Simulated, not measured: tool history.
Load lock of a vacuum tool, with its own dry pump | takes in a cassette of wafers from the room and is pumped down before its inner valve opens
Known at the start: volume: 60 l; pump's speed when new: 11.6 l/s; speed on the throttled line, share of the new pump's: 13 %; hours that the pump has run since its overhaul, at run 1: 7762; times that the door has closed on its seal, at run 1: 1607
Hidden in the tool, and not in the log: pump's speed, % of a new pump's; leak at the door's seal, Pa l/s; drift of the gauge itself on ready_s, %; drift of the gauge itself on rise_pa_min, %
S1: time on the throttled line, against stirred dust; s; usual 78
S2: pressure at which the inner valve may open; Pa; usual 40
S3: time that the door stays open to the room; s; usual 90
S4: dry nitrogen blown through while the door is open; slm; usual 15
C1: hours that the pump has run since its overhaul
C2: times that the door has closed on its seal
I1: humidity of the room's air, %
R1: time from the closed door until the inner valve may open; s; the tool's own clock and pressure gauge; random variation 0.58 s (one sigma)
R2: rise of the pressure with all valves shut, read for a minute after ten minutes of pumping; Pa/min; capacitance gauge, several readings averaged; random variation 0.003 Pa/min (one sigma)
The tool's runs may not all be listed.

run,day,S1,S2,S3,S4,C1,C2,I1,R1,R2
1,0.000,78,40,90,15,7762,1607,42.2,112.1,0.053
2,8.625,78,40,90,15,7969,2394,44.9,112.7,0.056
3,15.200,115,40,90,15,8127,2994,44.5,143.6,0.068
4,25.158,115,40,90,15,8366,3903,46.4,143.6,0.066
5,30.917,115,40,90,15,8504,4428,44.4,145.6,0.068
6,38.850,78,40,90,15,8694,5152,41.7,112.7,0.068
7,46.154,78,40,90,15,8870,5819,44.9,114.2,0.078
8,56.538,78,40,90,15,9119,6767,45.4,113.6,0.086
9,64.500,78,39,90,15,9310,7493,43.9,112.7,0.082
10,71.404,78,40,90,15,9476,8123,42.4,114.1,0.093
11,76.858,78,40,90,25,9607,8621,42.1,113.9,0.080
12,82.833,78,40,90,15,9750,9167,47.8,113.9,0.100
13,92.592,78,40,90,15,9984,10057,45.3,114.4,0.106
14,97.133,78,40,90,15,10093,10472,44.5,113.5,0.114
15,105.946,55,46,190,19,10305,11276,43.6,93.3,0.137
16,110.658,53,76,77,42,10418,11706,45.3,88.6,0.101
17,117.850,53,76,77,42,10590,12362,43.6,89.0,0.117
18,123.521,154,67,90,16,10727,12880,44.5,176.2,0.134
19,130.388,78,39,90,15,10891,13506,44.9,114.0,0.137
20,138.746,81,61,132,27,11092,14269,45.0,115.1,0.150
21,144.433,78,40,25,21,11229,14788,42.6,114.2,0.128
22,149.854,78,40,25,21,11359,15283,45.7,114.6,0.138
23,155.783,78,40,138,21,11501,15824,42.6,114.6,0.171
24,160.262,39,40,223,17,11608,16233,45.8,81.4,0.199
25,167.450,78,40,49,6,11781,16889,45.4,114.8,0.177
26,173.567,48,40,90,12,11928,17447,45.4,89.0,0.190

4 ways to go on from here, each from the tool as it stands after run 26. What would each give?
A,178.442,78,40,90,30,12045,17892,47.7,?,?
B,178.442,115,40,90,6,12045,17892,47.1,?,?
C,178.442,58,52,36,15,12045,17892,47.3,?,?
D,178.442,69,40,90,16,12045,17892,44.8,?,?

run,R1,R2
A,114.3,0.180
B,145.8,0.215
C,95.5,0.174
D,106.9,0.192
Without the tool's hidden state the same runs would have given:
run,R1,R2
A,108.0,0.036
B,140.4,0.068
C,88.9,0.029
D,100.3,0.049
